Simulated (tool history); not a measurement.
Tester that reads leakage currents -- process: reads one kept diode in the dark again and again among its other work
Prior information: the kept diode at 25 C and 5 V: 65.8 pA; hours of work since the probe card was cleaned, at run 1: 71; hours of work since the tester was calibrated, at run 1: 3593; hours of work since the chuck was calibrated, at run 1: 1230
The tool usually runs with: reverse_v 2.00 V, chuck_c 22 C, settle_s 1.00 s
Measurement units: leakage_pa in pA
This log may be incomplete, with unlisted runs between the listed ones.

run    hour  reverse_v  chuck_c  settle_s  hours of work since the probe card was cleaned  hours of work since the tester was calibrated  hours of work since the chuck was calibrated  leakage_pa
  1     0.0       2.00       22      1.00                                              71                                           3593                                          1230       30.34
  2   121.3       2.00       22      1.00                                             130                                           3651                                          1288       30.01
  3   205.6       2.00       22      1.00                                             170                                           3692                                          1329       30.16
  4   352.0       2.00       22      1.00                                             241                                           3763                                          1399       30.23
  5   504.3       2.00       22      3.90                                             314                                           3836                                          1473       29.83
  6   672.8       2.00       22      0.34                                             396                                           3917                                          1554       31.29
      752.1  -- chuck's temperature calibrated
  7   800.1       2.00       22      0.34                                             456                                           3978                                            23       33.33
  8   910.4       2.00       22      0.34                                             509                                           4031                                            76       33.19
  9  1019.3       2.00       22      0.34                                             562                                           4083                                           129       33.33
 10  1110.6       7.62       22      1.00                                             606                                           4127                                           173       68.93
 11  1219.3       7.62       22      1.00                                             658                                           4180                                           225       68.80
 12  1421.8       2.00       39      1.00                                             756                                           4277                                           323      130.09
 13  1583.0       4.14       22      1.00                                             833                                           4355                                           400       48.26
 14  1745.9       2.00       22      1.00                                             912                                           4433                                           479       31.62
 15  1842.7       2.00       22      1.00                                             958                                           4480                                           526       31.84
 16  2032.3       2.00       22      1.00                                            1050                                           4571                                           617       31.75
 17  2145.7       2.00       22      1.00                                            1104                                           4626                                           672       31.52
 18  2231.5       2.00       24      1.00                                            1146                                           4667                                           713       37.60
 19  2396.7       2.00       24      1.00                                            1225                                           4747                                           792       37.32
 20  2586.4       2.00       24      1.00                                            1317                                           4838                                           884       37.16
 21  2752.5       1.61       41      1.49                                            1397                                           4918                                           964      132.25
 22  2924.6       2.00       58      8.17                                            1480                                           5001                                          1047      528.48
 23  3057.7       2.62       58      6.02                                            1544                                           5065                                          1111      610.79
 24  3157.6       2.29       58      0.85                                            1592                                           5114                                          1159      566.57
 25  3273.3       2.29       58      0.85                                            1648                                           5169                                          1215      568.48
 26  3422.2      13.50       26      1.00                                            1719                                           5241                                          1287      133.53
 27  3625.6      13.50       26      1.00                                            1818                                           5339                                          1385      133.30
 28  3743.7       2.00       22      1.06                                            1874                                           5396                                          1442       31.30
 29  3942.3       8.14       22      1.00                                            1970                                           5492                                          1537       72.19
     4054.9  -- chuck's temperature calibrated
 30  4095.2       8.14       22      1.00                                            2043                                           5564                                            19       76.34
 31  4185.3       6.06       31      0.59                                            2086                                           5608                                            63      132.56
 32  4349.6       4.56       54      0.59                                            2165                                           5687                                           142      644.70
     4387.4  -- tester calibrated
     4525.0  -- probe card cleaned and baked
 33  4536.5       4.56       54      0.59                                               6                                             70                                           230      631.58
 34  4677.5      11.15       47      1.33                                              73                                            138                                           298      612.79
 35  4878.6       2.00       22      0.72                                             170                                            235                                           394       31.09
 36  4979.0       1.99       28      1.00                                             219                                            284                                           443       51.28
 37  5184.8       1.99       28      1.00                                             318                                            383                                           542       51.38
 38  5298.9       1.32       48      0.41                                             373                                            438                                           597      203.02
 39  5391.5       1.20       32      1.89                                             418                                            482                                           642       53.88
 40  5572.2       1.20       32      1.89                                             505                                            569                                           729       53.31

Alternative continuations, all from the tool just after run 40; predict every row:
  A  5690.0       1.89       32      3.60                                             561                                            626                                           785           ?
  B  5690.0       1.26       47      0.44                                             561                                            626                                           785           ?
  C  5690.0      13.89       27      4.04                                             561                                            626                                           785           ?
  D  5690.0       2.00       29      0.47                                             561                                            626                                           785           ?

run  leakage_pa
  A       68.98
  B      182.43
  C      138.17
  D       56.18
Stripped of hidden state, with their random variation kept, the same runs would have yielded:
run  leakage_pa
  A       70.65
  B      187.14
  C      139.34
  D       57.43

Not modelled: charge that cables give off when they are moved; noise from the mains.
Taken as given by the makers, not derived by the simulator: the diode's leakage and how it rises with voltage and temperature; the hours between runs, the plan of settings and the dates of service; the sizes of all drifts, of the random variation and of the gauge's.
